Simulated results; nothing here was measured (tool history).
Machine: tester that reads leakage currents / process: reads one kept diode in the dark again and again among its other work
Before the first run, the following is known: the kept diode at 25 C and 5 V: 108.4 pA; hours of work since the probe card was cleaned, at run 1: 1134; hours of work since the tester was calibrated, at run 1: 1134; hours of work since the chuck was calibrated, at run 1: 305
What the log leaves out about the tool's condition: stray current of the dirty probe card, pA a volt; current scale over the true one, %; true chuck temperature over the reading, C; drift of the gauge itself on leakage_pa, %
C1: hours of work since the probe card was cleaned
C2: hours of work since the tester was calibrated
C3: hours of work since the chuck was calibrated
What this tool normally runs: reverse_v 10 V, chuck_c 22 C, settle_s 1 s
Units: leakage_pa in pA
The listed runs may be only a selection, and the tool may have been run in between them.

run 1 hour=0 | reverse_v=10 chuck_c=22 settle_s=1 | C1=1134 C2=1134 C3=305 | leakage_pa=124.13
run 2 hour=88.8 | reverse_v=10 chuck_c=22 settle_s=1 | C1=1204 C2=1204 C3=375 | leakage_pa=122.99
run 3 hour=215.4 | reverse_v=10 chuck_c=22 settle_s=1 | C1=1304 C2=1304 C3=475 | leakage_pa=122.09
run 4 hour=323.8 | reverse_v=10 chuck_c=22 settle_s=3.88 | C1=1389 C2=1389 C3=560 | leakage_pa=117.74
run 5 hour=466 | reverse_v=10 chuck_c=22 settle_s=3.88 | C1=1501 C2=1501 C3=672 | leakage_pa=115.99
run 6 hour=549.6 | reverse_v=1.7 chuck_c=22 settle_s=1 | C1=1567 C2=1567 C3=738 | leakage_pa=46.02
run 7 hour=655.1 | reverse_v=1.7 chuck_c=22 settle_s=1 | C1=1650 C2=1650 C3=821 | leakage_pa=45.36
run 8 hour=764 | reverse_v=1.7 chuck_c=21 settle_s=1 | C1=1736 C2=1736 C3=906 | leakage_pa=41.46
-- hour=834.1 chuck's temperature calibrated
run 9 hour=847.1 | reverse_v=1.7 chuck_c=21 settle_s=1 | C1=1800 C2=1800 C3=10 | leakage_pa=46.57
run 10 hour=949 | reverse_v=1.7 chuck_c=23 settle_s=1 | C1=1880 C2=1880 C3=90 | leakage_pa=53.47
run 11 hour=1038.2 | reverse_v=1.7 chuck_c=23 settle_s=1 | C1=1950 C2=1950 C3=161 | leakage_pa=52.92
-- hour=1145.6 probe card cleaned and baked
run 12 hour=1148.1 | reverse_v=10 chuck_c=47 settle_s=1 | C1=2 C2=2034 C3=245 | leakage_pa=691.67
run 13 hour=1214.3 | reverse_v=10 chuck_c=47 settle_s=1 | C1=54 C2=2086 C3=297 | leakage_pa=687.53
run 14 hour=1343.3 | reverse_v=8.1 chuck_c=32 settle_s=1.64 | C1=156 C2=2188 C3=398 | leakage_pa=220.44
run 15 hour=1408.8 | reverse_v=1.2 chuck_c=37 settle_s=0.86 | C1=207 C2=2240 C3=450 | leakage_pa=114.89
run 16 hour=1476.2 | reverse_v=10 chuck_c=22 settle_s=3.24 | C1=260 C2=2293 C3=503 | leakage_pa=116
run 17 hour=1607.1 | reverse_v=19.4 chuck_c=58 settle_s=3.38 | C1=363 C2=2396 C3=606 | leakage_pa=1857.44
run 18 hour=1753.6 | reverse_v=11.5 chuck_c=42 settle_s=1.47 | C1=479 C2=2511 C3=721 | leakage_pa=504.48
run 19 hour=1841.2 | reverse_v=11.5 chuck_c=42 settle_s=1.47 | C1=548 C2=2580 C3=790 | leakage_pa=500.8
run 20 hour=1959.3 | reverse_v=5.3 chuck_c=25 settle_s=1 | C1=641 C2=2673 C3=883 | leakage_pa=100.25
-- hour=2056.8 chuck's temperature calibrated
run 21 hour=2099 | reverse_v=5.3 chuck_c=25 settle_s=1 | C1=749 C2=2781 C3=33 | leakage_pa=113.7
run 22 hour=2253.8 | reverse_v=5.3 chuck_c=25 settle_s=1 | C1=871 C2=2903 C3=155 | leakage_pa=111.86
run 23 hour=2369.7 | reverse_v=14.7 chuck_c=22 settle_s=0.36 | C1=962 C2=2994 C3=246 | leakage_pa=160.39

Forecast each of these 3 alternatives for the next run:
run A hour=2488.2 | reverse_v=1.4 chuck_c=54 settle_s=1.81 | C1=1055 C2=3088 C3=340 | leakage_pa=?
run B hour=2488.2 | reverse_v=10 chuck_c=22 settle_s=0.32 | C1=1055 C2=3088 C3=340 | leakage_pa=?
run C hour=2488.2 | reverse_v=4.8 chuck_c=23 settle_s=1 | C1=1055 C2=3088 C3=340 | leakage_pa=?

run=A leakage_pa=384.4
run=B leakage_pa=129.2
run=C leakage_pa=89.97
Without the tool's hidden state the same runs would have given:
run=A leakage_pa=397.94
run=B leakage_pa=133.14
run=C leakage_pa=93.22
